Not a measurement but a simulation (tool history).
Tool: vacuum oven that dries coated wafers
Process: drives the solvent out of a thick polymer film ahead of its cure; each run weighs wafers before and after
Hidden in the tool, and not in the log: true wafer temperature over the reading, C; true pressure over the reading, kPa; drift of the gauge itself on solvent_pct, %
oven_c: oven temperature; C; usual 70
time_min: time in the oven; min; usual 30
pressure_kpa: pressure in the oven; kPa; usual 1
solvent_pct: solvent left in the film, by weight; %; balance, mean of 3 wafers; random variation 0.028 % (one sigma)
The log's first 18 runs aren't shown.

run	day	oven_c	time_min	pressure_kpa	hours of work since the thermocouples were calibrated	hours of work since the vacuum gauge was cleaned of residue	solvent_pct
19	9.654	72	38	1.65	768	475	2.25
20	10.208	72	38	0.77	775	483	1.36
21	10.55	72	38	0.77	780	487	1.41
22	11.025	72	38	0.77	786	494	1.37
23	11.5	72	38	0.77	792	500	1.42
24	12.092	72	38	0.77	800	508	1.41
25	12.842	59	30	1	810	517	5.87
26	13.225	67	30	0.91	815	522	3.29
27	13.854	60	46	2.6	823	531	6.02
28	14.333	60	46	2.6	829	537	5.94
29	15.012	60	36	2.6	838	546	6.91
30	15.358	70	43	1.09	843	550	1.75
31	15.95	70	43	1.09	850	558	1.74
32	16.596	68	43	2.02	859	567	3.2

5 ways to go on from here, each from the tool as it stands after run 32. What would each give?
A	16.912	68	43	1.22	863	571	?
B	16.912	77	49	1.12	863	571	?
C	16.912	75	30	1	863	571	?
D	16.912	56	30	1	863	571	?
E	16.912	74	37	2.02	863	571	?

run	solvent_pct
A	2.19
B	1.01
C	1.65
D	6.96
E	2.29
Without the tool's hidden state the same runs would have given:
run	solvent_pct
A	2.2
B	1.01
C	1.67
D	6.99
E	2.3
